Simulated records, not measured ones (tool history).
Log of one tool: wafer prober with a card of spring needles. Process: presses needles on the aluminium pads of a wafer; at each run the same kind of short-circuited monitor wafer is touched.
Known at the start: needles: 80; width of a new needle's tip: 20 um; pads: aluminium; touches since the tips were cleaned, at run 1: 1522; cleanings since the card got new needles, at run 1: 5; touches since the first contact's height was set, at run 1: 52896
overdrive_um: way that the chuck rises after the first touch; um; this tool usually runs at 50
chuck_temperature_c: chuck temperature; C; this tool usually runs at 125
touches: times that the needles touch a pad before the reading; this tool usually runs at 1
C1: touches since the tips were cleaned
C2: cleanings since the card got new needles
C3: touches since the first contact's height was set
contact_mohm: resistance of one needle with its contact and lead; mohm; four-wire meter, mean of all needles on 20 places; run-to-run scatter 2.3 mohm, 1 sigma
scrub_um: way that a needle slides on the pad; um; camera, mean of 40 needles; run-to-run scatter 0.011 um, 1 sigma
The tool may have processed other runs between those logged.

run 1 hour=0 | overdrive_um=50 chuck_temperature_c=125 touches=1 | C1=1522 C2=5 C3=52896 | contact_mohm=256 scrub_um=7.74
run 2 hour=13.4 | overdrive_um=50 chuck_temperature_c=125 touches=2 | C1=5359 C2=5 C3=56733 | contact_mohm=255 scrub_um=7.72
run 3 hour=21.7 | overdrive_um=62 chuck_temperature_c=125 touches=1 | C1=7733 C2=5 C3=59107 | contact_mohm=245 scrub_um=9.6
-- hour=25.3 tips cleaned on abrasive film
run 4 hour=31.7 | overdrive_um=62 chuck_temperature_c=125 touches=1 | C1=1841 C2=6 C3=61948 | contact_mohm=249 scrub_um=9.6
run 5 hour=42 | overdrive_um=62 chuck_temperature_c=125 touches=1 | C1=4791 C2=6 C3=64898 | contact_mohm=252 scrub_um=9.58
run 6 hour=48.5 | overdrive_um=50 chuck_temperature_c=125 touches=1 | C1=6662 C2=6 C3=66769 | contact_mohm=252 scrub_um=7.76
-- hour=55.4 tips cleaned on abrasive film
run 7 hour=62.3 | overdrive_um=50 chuck_temperature_c=125 touches=1 | C1=1988 C2=7 C3=70680 | contact_mohm=260 scrub_um=7.75
run 8 hour=76.8 | overdrive_um=50 chuck_temperature_c=125 touches=1 | C1=6138 C2=7 C3=74830 | contact_mohm=257 scrub_um=7.75
run 9 hour=83.4 | overdrive_um=50 chuck_temperature_c=125 touches=1 | C1=8039 C2=7 C3=76731 | contact_mohm=260 scrub_um=7.75
-- hour=85.5 tips cleaned on abrasive film
run 10 hour=94.4 | overdrive_um=50 chuck_temperature_c=125 touches=1 | C1=2558 C2=8 C3=79848 | contact_mohm=256 scrub_um=7.77
run 11 hour=101 | overdrive_um=36 chuck_temperature_c=125 touches=1 | C1=4461 C2=8 C3=81751 | contact_mohm=266 scrub_um=5.57
run 12 hour=108.9 | overdrive_um=60 chuck_temperature_c=125 touches=1 | C1=6713 C2=8 C3=84003 | contact_mohm=253 scrub_um=9.3
-- hour=116.2 tips cleaned on abrasive film
run 13 hour=116.2 | overdrive_um=60 chuck_temperature_c=125 touches=1 | C1=0 C2=9 C3=86052 | contact_mohm=250 scrub_um=9.31
run 14 hour=122.6 | overdrive_um=60 chuck_temperature_c=125 touches=1 | C1=1852 C2=9 C3=87904 | contact_mohm=253 scrub_um=9.32
run 15 hour=131.5 | overdrive_um=60 chuck_temperature_c=125 touches=1 | C1=4385 C2=9 C3=90437 | contact_mohm=251 scrub_um=9.31
run 16 hour=138.7 | overdrive_um=38 chuck_temperature_c=62 touches=1 | C1=6447 C2=9 C3=92499 | contact_mohm=247 scrub_um=5.91
-- hour=146.7 tips cleaned on abrasive film
run 17 hour=148.3 | overdrive_um=55 chuck_temperature_c=41 touches=2 | C1=467 C2=10 C3=95226 | contact_mohm=227 scrub_um=8.53
run 18 hour=156.2 | overdrive_um=38 chuck_temperature_c=31 touches=1 | C1=2724 C2=10 C3=97483 | contact_mohm=238 scrub_um=5.91
run 19 hour=168.1 | overdrive_um=48 chuck_temperature_c=59 touches=2 | C1=6152 C2=10 C3=100911 | contact_mohm=238 scrub_um=7.46
-- hour=176.7 tips cleaned on abrasive film
run 20 hour=179.6 | overdrive_um=44 chuck_temperature_c=79 touches=2 | C1=830 C2=11 C3=104163 | contact_mohm=248 scrub_um=6.83
run 21 hour=191.2 | overdrive_um=44 chuck_temperature_c=79 touches=2 | C1=4142 C2=11 C3=107475 | contact_mohm=248 scrub_um=6.85

Run 22, settings as shown, results not yet in. Your forecast:
run 22 hour=201.6 | overdrive_um=44 chuck_temperature_c=79 touches=2 | C1=7141 C2=11 C3=110474 | contact_mohm=? scrub_um=?

{"run 22": {"contact_mohm": 247, "scrub_um": 6.85}}
Take away the tool's hidden state, keep the run-to-run variation as it was, and the same run would have given contact_mohm 247 mohm, scrub_um 6.81 um.
